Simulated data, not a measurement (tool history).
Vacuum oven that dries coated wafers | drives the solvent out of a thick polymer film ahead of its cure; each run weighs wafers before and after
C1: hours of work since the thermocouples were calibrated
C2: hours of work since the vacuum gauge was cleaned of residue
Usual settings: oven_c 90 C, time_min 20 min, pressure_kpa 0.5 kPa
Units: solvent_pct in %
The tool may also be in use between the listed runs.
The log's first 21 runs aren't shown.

{"run": 22, "hour": 657.8, "oven_c": 90, "time_min": 32, "pressure_kpa": 0.865, "C1": 64, "C2": 1173, "solvent_pct": 0.5}
{"run": 23, "hour": 696.5, "oven_c": 89, "time_min": 32, "pressure_kpa": 1.84, "C1": 84, "C2": 1192, "solvent_pct": 1.05}
{"run": 24, "hour": 725.6, "oven_c": 101, "time_min": 20, "pressure_kpa": 0.5, "C1": 99, "C2": 1207, "solvent_pct": 0.27}
{"run": 25, "hour": 746.0, "oven_c": 90, "time_min": 18, "pressure_kpa": 0.81, "C1": 109, "C2": 1218, "solvent_pct": 1.18}
{"run": 26, "hour": 781.7, "oven_c": 85, "time_min": 15, "pressure_kpa": 1.168, "C1": 127, "C2": 1236, "solvent_pct": 2.7}
{"run": 27, "hour": 828.5, "oven_c": 80, "time_min": 20, "pressure_kpa": 0.455, "C1": 151, "C2": 1260, "solvent_pct": 2.14}
{"run": 28, "hour": 867.0, "oven_c": 80, "time_min": 10, "pressure_kpa": 1.545, "C1": 170, "C2": 1279, "solvent_pct": 5.95}
{"run": 29, "hour": 909.1, "oven_c": 95, "time_min": 10, "pressure_kpa": 0.462, "C1": 192, "C2": 1301, "solvent_pct": 2.22}
{"run": 30, "hour": 944.4, "oven_c": 95, "time_min": 10, "pressure_kpa": 0.462, "C1": 210, "C2": 1318, "solvent_pct": 2.21}

Forecast each of these 5 alternatives for the next run:
{"run": "A", "hour": 989.0, "oven_c": 95, "time_min": 21, "pressure_kpa": 0.462, "C1": 233, "C2": 1341, "solvent_pct": "?"}
{"run": "B", "hour": 989.0, "oven_c": 95, "time_min": 15, "pressure_kpa": 0.462, "C1": 233, "C2": 1341, "solvent_pct": "?"}
{"run": "C", "hour": 989.0, "oven_c": 97, "time_min": 19, "pressure_kpa": 0.278, "C1": 233, "C2": 1341, "solvent_pct": "?"}
{"run": "D", "hour": 989.0, "oven_c": 85, "time_min": 31, "pressure_kpa": 0.392, "C1": 233, "C2": 1341, "solvent_pct": "?"}
{"run": "E", "hour": 989.0, "oven_c": 90, "time_min": 35, "pressure_kpa": 0.5, "C1": 233, "C2": 1341, "solvent_pct": "?"}

run=A solvent_pct=0.41
run=B solvent_pct=0.96
run=C solvent_pct=0.36
run=D solvent_pct=0.49
run=E solvent_pct=0.31
Without the tool's hidden state the same runs would have given:
run=A solvent_pct=0.41
run=B solvent_pct=0.96
run=C solvent_pct=0.35
run=D solvent_pct=0.48
run=E solvent_pct=0.3

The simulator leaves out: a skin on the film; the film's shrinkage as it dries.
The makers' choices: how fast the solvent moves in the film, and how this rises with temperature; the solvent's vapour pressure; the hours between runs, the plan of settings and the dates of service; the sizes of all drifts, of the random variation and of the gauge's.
